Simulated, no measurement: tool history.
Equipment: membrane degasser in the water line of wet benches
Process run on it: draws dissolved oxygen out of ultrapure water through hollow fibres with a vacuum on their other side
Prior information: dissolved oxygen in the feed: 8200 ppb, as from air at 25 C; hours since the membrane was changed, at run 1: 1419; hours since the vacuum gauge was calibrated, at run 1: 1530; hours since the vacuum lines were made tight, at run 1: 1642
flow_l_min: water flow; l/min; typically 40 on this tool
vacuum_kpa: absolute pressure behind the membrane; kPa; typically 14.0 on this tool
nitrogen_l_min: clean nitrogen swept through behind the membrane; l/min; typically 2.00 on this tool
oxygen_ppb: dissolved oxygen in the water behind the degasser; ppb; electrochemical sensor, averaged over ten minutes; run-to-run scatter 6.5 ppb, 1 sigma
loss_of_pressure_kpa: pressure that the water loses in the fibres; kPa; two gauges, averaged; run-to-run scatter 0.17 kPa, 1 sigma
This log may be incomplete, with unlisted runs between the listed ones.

run     day  flow_l_min  vacuum_kpa  nitrogen_l_min  hours since the membrane was changed  hours since the vacuum gauge was calibrated  hours since the vacuum lines were made tight  oxygen_ppb  loss_of_pressure_kpa
  1   0.000          40        14.0            2.00                                  1419                                         1530                                          1642       660.1                 26.17
  2   1.838          40        14.0            2.00                                  1463                                         1574                                          1686       657.5                 25.88
  3   4.129          40        14.0            2.00                                  1518                                         1629                                          1741       660.7                 26.20
  4   7.221          40        14.0            2.00                                  1592                                         1703                                          1815       662.4                 26.32
  5   9.862          40        14.0            2.00                                  1655                                         1767                                          1878       669.3                 26.00
  6  12.483          40        14.0            2.00                                  1718                                         1830                                          1941       646.7                 26.38
  7  14.604          40        14.0            2.00                                  1769                                         1881                                          1992       650.6                 25.96
  8  16.817          40        14.0            2.00                                  1822                                         1934                                          2045       670.8                 25.79
  9  19.200          55        14.8            5.65                                  1879                                         1991                                          2102       593.2                 35.64
 10  20.817          53        32.9            2.06                                  1918                                         2030                                          2141      1624.0                 34.49
 11  24.175          53        32.9            2.06                                  1999                                         2110                                          2222      1639.7                 34.88
     24.446  -- vacuum gauge calibrated
 12  26.483          53        14.3            2.06                                  2054                                           49                                          2277       872.4                 34.66
 13  29.338          63         9.5            2.06                                  2122                                          117                                          2345       794.6                 40.97
 14  31.979          40        20.3            1.55                                  2186                                          181                                          2409      1052.4                 26.26
 15  34.804          34        27.7            2.00                                  2254                                          249                                          2476      1000.5                 22.08
 16  38.288          34        27.7            2.00                                  2337                                          332                                          2560       982.8                 22.11

Take each entry between the runs: how does the hidden state at the last listed run before it differ from the hidden state at the first listed run after it?
After run 11, before run 12: vacuum gauge calibrated (day 24.446)
  true pressure behind the membrane over the reading, kPa: 0.1 -> 0.13; air that leaks in behind the membrane, l/min: 0.0028 -> 0.0029
  difference, measured minus the result without the unlogged condition, oxygen_ppb: +11.5 -> +15.0 ppb; loss_of_pressure_kpa: +0.33 -> +0.34 kPa

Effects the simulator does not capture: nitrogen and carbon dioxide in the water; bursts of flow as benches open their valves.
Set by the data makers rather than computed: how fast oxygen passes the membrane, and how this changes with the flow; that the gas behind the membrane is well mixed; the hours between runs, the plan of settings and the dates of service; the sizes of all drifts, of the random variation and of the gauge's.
